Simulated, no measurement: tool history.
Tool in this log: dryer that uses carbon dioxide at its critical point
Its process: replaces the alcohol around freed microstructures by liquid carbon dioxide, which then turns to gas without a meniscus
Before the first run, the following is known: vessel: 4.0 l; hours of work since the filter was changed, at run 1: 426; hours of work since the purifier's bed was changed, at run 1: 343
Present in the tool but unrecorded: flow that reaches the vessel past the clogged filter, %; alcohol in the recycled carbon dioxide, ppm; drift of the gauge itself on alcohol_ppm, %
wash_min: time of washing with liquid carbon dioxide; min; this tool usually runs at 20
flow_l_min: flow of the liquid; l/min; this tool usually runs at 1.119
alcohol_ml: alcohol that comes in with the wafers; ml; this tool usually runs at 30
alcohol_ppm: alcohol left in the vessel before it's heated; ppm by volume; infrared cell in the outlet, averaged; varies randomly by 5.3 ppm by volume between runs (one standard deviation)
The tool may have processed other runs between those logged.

run	hour	wash_min	flow_l_min	alcohol_ml	hours of work since the filter was changed	hours of work since the purifier's bed was changed	alcohol_ppm
1	0.0	20	1.119	30	426	343	274
2	27.1	18	1.119	30	442	360	362
3	59.4	20	1.119	30	462	379	280
4	114.6	20	1.119	30	495	413	293
5	160.6	20	1.119	30	523	441	311
# hour 195.4: inlet filter changed
6	198.6	20	1.119	77	2	464	384
7	230.3	20	1.119	30	21	483	222
8	281.8	20	1.119	30	53	514	241
9	304.6	20	1.119	30	66	528	233
10	337.9	20	1.119	30	87	548	256
11	363.4	20	1.119	92	102	564	525
12	387.8	20	1.119	24	117	579	233
13	412.6	20	1.119	24	132	594	233
14	456.4	20	1.119	30	159	620	264
# hour 463.4: purifier's bed changed
15	492.8	20	1.119	30	179	18	149
16	520.9	20	1.119	30	196	35	156
17	563.6	14	1.119	30	222	61	515
18	589.7	14	1.119	30	238	77	521
19	616.8	17	1.119	30	255	93	323
20	672.2	20	1.119	30	288	127	212
21	703.3	20	1.119	30	307	146	210
22	730.5	20	1.660	30	324	163	78
23	782.7	20	1.660	30	355	194	72
24	822.2	17	1.560	56	380	218	228
25	854.8	20	0.980	55	399	238	625
26	897.5	18	1.119	79	425	264	826
27	935.4	19	0.820	27	448	287	624
28	963.3	26	1.690	27	465	304	76
29	1015.2	20	1.500	30	497	336	138
30	1055.6	29	1.119	55	521	360	165
# hour 1094.6: inlet filter changed
31	1107.8	31	0.670	66	8	391	422
32	1140.4	15	1.119	59	28	411	739
33	1164.0	15	1.119	59	42	426	766
34	1207.0	13	1.119	61	68	452	1167
35	1252.2	13	1.130	94	96	479	1711
36	1291.5	13	1.080	94	120	503	2020
37	1323.5	18	0.960	48	139	523	637
38	1351.9	15	1.730	48	157	540	233
39	1389.5	15	0.760	34	179	563	1244
40	1437.3	20	1.120	36	209	592	311
41	1464.3	14	0.910	87	225	608	2505
# hour 1489.1: purifier's bed changed
42	1506.2	14	1.360	100	249	10	910
43	1534.9	12	1.270	33	266	28	605
44	1566.0	12	1.270	33	285	47	639
45	1599.8	12	1.270	33	306	67	641
46	1648.9	30	1.270	113	335	97	70

What if the next run were any one of these 5? Each begins from the tool's condition after run 46:
A	1685.9	20	1.119	61	358	120	?
B	1685.9	20	1.119	30	358	120	?
C	1685.9	16	0.810	20	358	120	?
D	1685.9	16	1.210	28	358	120	?
E	1685.9	20	1.880	75	358	120	?

run	alcohol_ppm
A	386
B	199
C	618
D	305
E	75
With the hidden condition removed and each run's random variation left untouched, the same runs would have given:
run	alcohol_ppm
A	232
B	109
C	457
D	191
E	32
